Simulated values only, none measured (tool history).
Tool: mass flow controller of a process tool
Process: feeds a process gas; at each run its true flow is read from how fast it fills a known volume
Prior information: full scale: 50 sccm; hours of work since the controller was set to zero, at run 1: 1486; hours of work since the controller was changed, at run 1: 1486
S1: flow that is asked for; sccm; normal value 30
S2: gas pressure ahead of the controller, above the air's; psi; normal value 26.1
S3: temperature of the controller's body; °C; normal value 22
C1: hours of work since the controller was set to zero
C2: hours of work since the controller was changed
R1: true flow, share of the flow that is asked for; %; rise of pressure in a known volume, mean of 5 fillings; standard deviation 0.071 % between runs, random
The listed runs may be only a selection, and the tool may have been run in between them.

run,hour,S1,S2,S3,C1,C2,R1
1,0,30,26.1,22,1486,1486,99.88
2,93,30,26.1,22,1554,1554,100
3,193.7,30,21,22,1628,1628,99.77
4,293.6,30,26.1,37,1702,1702,99.44
5,391.2,30,26.1,37,1774,1774,99.4
6,457.5,30,26.1,37,1822,1822,99.35
7,531.5,30,26.1,37,1877,1877,99.36
8,630,30,26.1,37,1949,1949,99.33
9,693.6,30,26.1,22,1996,1996,100.13
10,774.5,30,26.1,22,2055,2055,99.99
11,881.9,30,26.1,22,2134,2134,100.03
12,959.6,27,26.1,22,2191,2191,100.19
13,1011.8,27,26.1,22,2230,2230,100.23
14,1110.5,28,21.5,31,2302,2302,99.74
15,1194.7,28,21.5,31,2364,2364,99.76
16,1289.2,35,37,31,2434,2434,100.16
17,1382.3,35,37,31,2502,2502,100.16
18,1448.5,35,37,31,2551,2551,100.16
19,1494.5,35,37,31,2584,2584,100.12

Estimate the outcome of run 20 from the log above:
20,1549.7,35,37,31,2625,2625,?

{"run 20": {"R1": 100.1}}
Minus the tool's unlogged condition, the same run would have read R1 99.91 %.
